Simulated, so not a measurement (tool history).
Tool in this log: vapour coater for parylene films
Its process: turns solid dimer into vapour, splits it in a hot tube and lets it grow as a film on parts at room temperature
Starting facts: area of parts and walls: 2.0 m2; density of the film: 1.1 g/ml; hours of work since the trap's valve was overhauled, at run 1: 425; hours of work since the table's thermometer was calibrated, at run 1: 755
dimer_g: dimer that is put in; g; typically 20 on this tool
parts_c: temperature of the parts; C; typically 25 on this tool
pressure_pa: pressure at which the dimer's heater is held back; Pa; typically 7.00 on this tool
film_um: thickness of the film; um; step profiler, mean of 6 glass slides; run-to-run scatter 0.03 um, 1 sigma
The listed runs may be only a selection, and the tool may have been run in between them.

run	hour	dimer_g	parts_c	pressure_pa	hours of work since the trap's valve was overhauled	hours of work since the table's thermometer was calibrated	film_um
1	0.0	20	25	7.00	425	755	6.33
2	22.1	20	25	7.00	444	775	6.33
3	34.3	20	25	7.00	455	785	6.37
4	59.8	20	25	7.00	477	808	6.28
# hour 71.7: table's thermometer calibrated
5	75.6	20	25	7.00	490	3	6.45
6	88.2	13	25	7.00	501	14	4.16
7	104.1	20	25	7.00	515	28	6.42
8	126.6	24	25	7.00	535	48	7.65
9	152.1	20	28	7.00	557	70	5.85
# hour 169.7: trap's valve overhauled
10	176.9	20	25	2.80	6	89	8.06
11	195.1	20	25	2.80	22	105	7.96
12	221.4	20	25	4.37	45	128	7.37
13	238.8	30	28	3.51	61	143	10.34
14	250.8	10	33	2.08	71	153	3.24
15	276.4	27	29	9.11	93	176	7.57

Run 16, settings as shown, results not yet in. Your forecast:
16	301.9	30	29	3.20	116	198	?

film_um: 10.17 um
If the tool had no hidden condition, the same run with the same run-to-run variation would have returned film_um 10.36 um.
